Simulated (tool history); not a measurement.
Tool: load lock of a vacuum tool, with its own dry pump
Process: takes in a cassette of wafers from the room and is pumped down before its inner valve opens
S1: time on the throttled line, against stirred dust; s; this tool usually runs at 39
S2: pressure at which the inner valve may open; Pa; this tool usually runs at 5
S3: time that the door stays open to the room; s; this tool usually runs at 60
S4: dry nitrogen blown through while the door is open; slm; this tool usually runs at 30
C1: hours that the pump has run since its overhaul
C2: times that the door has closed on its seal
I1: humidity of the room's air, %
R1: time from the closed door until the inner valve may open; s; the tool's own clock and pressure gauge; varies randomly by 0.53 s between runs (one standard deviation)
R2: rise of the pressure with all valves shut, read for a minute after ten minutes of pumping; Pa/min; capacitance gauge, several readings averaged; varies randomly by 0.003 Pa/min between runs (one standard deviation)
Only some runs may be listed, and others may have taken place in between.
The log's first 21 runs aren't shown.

run,hour,S1,S2,S3,S4,C1,C2,I1,R1,R2
22,5994.9,26,5,60,30,13591,38437,42.9,69.5,0.290
23,6180.5,39,5,60,23,13777,39291,45.3,78.7,0.297
24,6500.0,39,5,60,5,14096,40763,44.9,79.7,0.335
25,6886.2,39,5,53,14,14483,42542,45.2,80.4,0.343
26,7104.9,39,5,203,18,14701,43549,40.8,78.6,0.366
27,7413.2,68,8,220,32,15009,44969,44.2,96.6,0.377
28,7761.9,37,8,35,10,15358,46575,44.8,76.8,0.407
29,8017.7,37,8,35,10,15614,47753,44.3,75.6,0.407
30,8287.2,44,4,52,29,15884,48995,42.3,84.6,0.419
31,8694.9,44,4,52,29,16291,50873,44.1,85.7,0.435
32,9004.3,39,10,110,38,16601,52298,46.3,76.8,0.476
33,9382.1,32,8,80,28,16978,54038,48.4,73.9,0.495
34,9759.2,40,8,72,37,17356,55775,47.5,79.8,0.518
35,10012.6,29,9,42,30,17609,56942,43.0,72.1,0.539
36,10260.1,25,8,60,30,17856,58082,44.8,68.9,0.557
37,10524.7,39,7,177,30,18121,59301,40.6,80.2,0.574
# hour 10557.7: dry pump taken out, an overhauled one fitted
# hour 10864.6: door's seal changed, seat wiped
38,10888.7,50,7,177,16,329,111,46.2,78.8,0.030

3 options for the next run, each taken on its own from the tool as it stands now. Forecast them:
A,11296.4,54,8,60,8,737,1988,44.2,?,?
B,11296.4,50,8,183,33,737,1988,44.7,?,?
C,11296.4,39,5,60,30,737,1988,43.8,?,?

run,R1,R2
A,81.6,0.043
B,78.8,0.027
C,72.6,0.025
Stripped of hidden state, with their random variation kept, the same runs would have yielded:
run,R1,R2
A,81.5,0.037
B,78.8,0.021
C,72.5,0.019
